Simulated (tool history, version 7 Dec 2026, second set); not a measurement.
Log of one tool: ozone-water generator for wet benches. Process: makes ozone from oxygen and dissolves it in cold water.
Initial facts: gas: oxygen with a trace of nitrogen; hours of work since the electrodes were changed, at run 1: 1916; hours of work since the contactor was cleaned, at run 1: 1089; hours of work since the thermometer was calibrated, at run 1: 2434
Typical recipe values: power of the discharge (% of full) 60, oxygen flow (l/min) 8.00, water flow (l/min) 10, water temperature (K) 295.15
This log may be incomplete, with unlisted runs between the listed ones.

| run | hour | power of the discharge (% of full) | oxygen flow (l/min) | water flow (l/min) | water temperature (K) | hours of work since the electrodes were changed | hours of work since the contactor was cleaned | hours of work since the thermometer was calibrated | dissolved ozone (ppm) | ozone in the gas ahead of the water (g/m3) |
|---|---|---|---|---|---|---|---|---|---|---|
| 1 | 0.0 | 60 | 8.00 | 10 | 295.15 | 1916 | 1089 | 2434 | 27.7 | 164.9 |
| 2 | 63.0 | 60 | 8.00 | 10 | 295.15 | 1964 | 1137 | 2482 | 27.4 | 164.5 |
|  | 100.0 | water thermometer calibrated |
| 3 | 120.9 | 60 | 8.00 | 10 | 295.15 | 2008 | 1181 | 16 | 27.7 | 163.3 |
| 4 | 178.9 | 60 | 8.00 | 10 | 295.15 | 2052 | 1226 | 61 | 27.1 | 163.2 |
| 5 | 211.1 | 60 | 8.00 | 10 | 295.15 | 2077 | 1250 | 85 | 27.2 | 164.3 |
| 6 | 259.7 | 51 | 8.00 | 10 | 295.15 | 2114 | 1287 | 122 | 25.1 | 146.3 |
| 7 | 306.6 | 51 | 8.00 | 10 | 295.15 | 2150 | 1323 | 158 | 24.6 | 147.3 |
| 8 | 346.8 | 86 | 13.43 | 10 | 295.15 | 2181 | 1354 | 189 | 31.2 | 166.2 |
| 9 | 404.5 | 56 | 7.25 | 13 | 299.15 | 2225 | 1398 | 233 | 21.1 | 159.7 |
| 10 | 466.9 | 56 | 7.25 | 13 | 299.15 | 2273 | 1446 | 281 | 21.2 | 161.8 |
| 11 | 512.3 | 56 | 7.25 | 13 | 299.15 | 2308 | 1481 | 316 | 21.0 | 161.1 |
| 12 | 574.8 | 52 | 8.28 | 10 | 295.15 | 2356 | 1529 | 364 | 24.6 | 145.1 |
| 13 | 615.2 | 52 | 13.79 | 12 | 302.15 | 2387 | 1560 | 395 | 18.0 | 122.4 |

Consider 4 possible next runs. They are alternatives, not a sequence: every one starts from the tool as it was left by run 13. What does each give?
| A | 661.6 | 52 | 13.79 | 11 | 302.15 | 2422 | 1595 | 430 | ? | ? |
| B | 661.6 | 60 | 8.00 | 10 | 294.15 | 2422 | 1595 | 430 | ? | ? |
| C | 661.6 | 52 | 11.44 | 13 | 296.15 | 2422 | 1595 | 430 | ? | ? |
| D | 661.6 | 62 | 8.00 | 10 | 301.15 | 2422 | 1595 | 430 | ? | ? |

| run | dissolved ozone (ppm) | ozone in the gas ahead of the water (g/m3) |
|---|---|---|
| A | 18.5 | 121.4 |
| B | 27.4 | 161.2 |
| C | 20.7 | 131.0 |
| D | 24.0 | 163.8 |
The same runs, with their run-to-run variation unchanged, on a tool lacking any hidden condition would have given:
| run | dissolved ozone (ppm) | ozone in the gas ahead of the water (g/m3) |
|---|---|---|
| A | 20.3 | 130.6 |
| B | 30.3 | 174.8 |
| C | 22.8 | 140.9 |
| D | 26.6 | 177.9 |

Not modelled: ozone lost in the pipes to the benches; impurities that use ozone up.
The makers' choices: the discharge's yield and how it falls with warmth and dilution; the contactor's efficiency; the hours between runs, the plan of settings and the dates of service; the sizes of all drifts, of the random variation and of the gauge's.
